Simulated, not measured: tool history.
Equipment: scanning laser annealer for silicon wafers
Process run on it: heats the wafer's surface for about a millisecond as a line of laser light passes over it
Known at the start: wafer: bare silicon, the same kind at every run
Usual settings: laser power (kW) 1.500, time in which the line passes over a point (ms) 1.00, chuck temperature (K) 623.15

run,hour,laser power (kW),time in which the line passes over a point (ms),chuck temperature (K),highest temperature of the surface (K)
1,0.0,1.500,1.00,623.15,1418.15
2,43.9,1.500,1.00,623.15,1420.15
3,85.6,1.500,1.00,614.15,1412.15
4,142.2,1.500,1.00,614.15,1409.15
5,169.3,1.500,1.00,623.15,1416.15
6,196.1,1.500,1.00,611.15,1404.15
7,233.4,1.500,1.00,611.15,1407.15
8,262.3,1.500,1.00,611.15,1406.15
9,312.3,1.500,1.00,611.15,1407.15
10,363.7,1.500,1.00,611.15,1407.15
11,424.8,1.500,1.00,611.15,1406.15
12,477.6,1.500,1.00,594.15,1393.15
13,532.2,1.500,1.00,594.15,1392.15
14,560.7,1.500,1.00,623.15,1418.15
15,594.1,1.500,1.00,623.15,1420.15
16,631.9,1.500,1.00,623.15,1418.15
17,693.2,1.500,1.00,623.15,1419.15
18,739.2,1.425,1.00,623.15,1373.15
19,781.6,1.425,1.00,623.15,1376.15
20,807.7,1.425,1.00,623.15,1376.15
21,860.7,1.425,1.00,623.15,1373.15
22,915.2,1.425,1.00,623.15,1374.15
23,946.8,1.541,1.00,601.15,1422.15
# hour 1005.4: window over the wafer cleaned
24,1009.8,1.500,0.84,623.15,1357.15
25,1064.6,1.500,0.84,623.15,1353.15
26,1115.9,1.500,0.84,623.15,1352.15
27,1172.4,1.517,0.99,623.15,1427.15
28,1206.0,1.382,0.90,627.15,1316.15
29,1256.7,1.329,1.16,617.15,1370.15
30,1299.9,1.506,0.94,586.15,1362.15
31,1349.4,1.622,0.98,594.15,1454.15
32,1391.8,1.500,1.00,652.15,1449.15
33,1421.1,1.296,1.00,625.15,1302.15
34,1457.0,1.311,1.00,625.15,1313.15
35,1516.9,1.558,0.70,646.15,1344.15
36,1564.4,1.636,0.94,618.15,1472.15
37,1594.7,1.636,0.94,618.15,1475.15
38,1626.2,1.418,0.93,618.15,1340.15
39,1674.2,1.418,0.93,618.15,1341.15
40,1713.6,1.418,1.00,616.15,1362.15

Predict each of these 4 candidate next runs independently; none follows another, all start after run 40:
A,1774.7,1.304,1.00,623.15,?
B,1774.7,1.500,1.00,608.15,?
C,1774.7,1.568,1.00,623.15,?
D,1774.7,1.547,0.80,616.15,?

run,highest temperature of the surface (K)
A,1303.15
B,1403.15
C,1460.15
D,1353.15
With no hidden state in the tool, these same runs would have given:
run,highest temperature of the surface (K)
A,1304.15
B,1404.15
C,1460.15
D,1353.15

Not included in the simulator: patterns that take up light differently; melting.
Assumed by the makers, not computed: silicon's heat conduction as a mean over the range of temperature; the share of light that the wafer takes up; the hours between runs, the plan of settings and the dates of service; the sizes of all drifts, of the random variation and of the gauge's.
